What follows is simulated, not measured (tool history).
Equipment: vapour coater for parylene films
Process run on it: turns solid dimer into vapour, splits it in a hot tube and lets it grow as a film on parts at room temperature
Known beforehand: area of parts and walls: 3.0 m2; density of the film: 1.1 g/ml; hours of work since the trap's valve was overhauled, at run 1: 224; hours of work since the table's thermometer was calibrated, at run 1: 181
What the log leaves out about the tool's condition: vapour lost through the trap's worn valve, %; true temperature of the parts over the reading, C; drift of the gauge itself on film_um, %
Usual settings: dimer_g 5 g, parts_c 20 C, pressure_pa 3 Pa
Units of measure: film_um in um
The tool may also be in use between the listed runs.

| run | hour | dimer_g | parts_c | pressure_pa | hours of work since the trap's valve was overhauled | hours of work since the table's thermometer was calibrated | film_um |
|---|---|---|---|---|---|---|---|
| 1 | 0 | 5 | 20 | 3 | 224 | 181 | 0.97 |
| 2 | 15.2 | 5 | 20 | 3 | 235 | 191 | 0.95 |
| 3 | 26.3 | 5 | 20 | 3 | 243 | 199 | 0.96 |
| 4 | 33.9 | 5 | 20 | 3 | 248 | 205 | 0.96 |
| 5 | 40.7 | 5 | 20 | 2.88 | 253 | 210 | 0.97 |
|  | 42.8 | table's thermometer calibrated |
|  | 49.7 | trap's valve overhauled |
| 6 | 51.9 | 5 | 20 | 2.88 | 2 | 4 | 1.06 |
| 7 | 59 | 5 | 20 | 2.88 | 7 | 9 | 1.05 |
| 8 | 69.4 | 5 | 20 | 2.88 | 14 | 16 | 1.04 |
| 9 | 80.8 | 5 | 20 | 6.4 | 22 | 24 | 0.88 |
|  | 89.3 | table's thermometer calibrated, once more |
| 10 | 97 | 4 | 13 | 7.76 | 33 | 5 | 0.95 |
| 11 | 104.5 | 3 | 20 | 4.49 | 38 | 11 | 0.59 |
| 12 | 115.1 | 3 | 13 | 3.81 | 46 | 18 | 0.8 |

What does the tool deliver on the next run?
| 13 | 124.1 | 5 | 13 | 4.71 | 52 | 25 | ? |

Run 13 measured film_um 1.31 um.
Take away the tool's hidden state, keep the run-to-run variation as it was, and the same run would have given film_um 1.33 um.
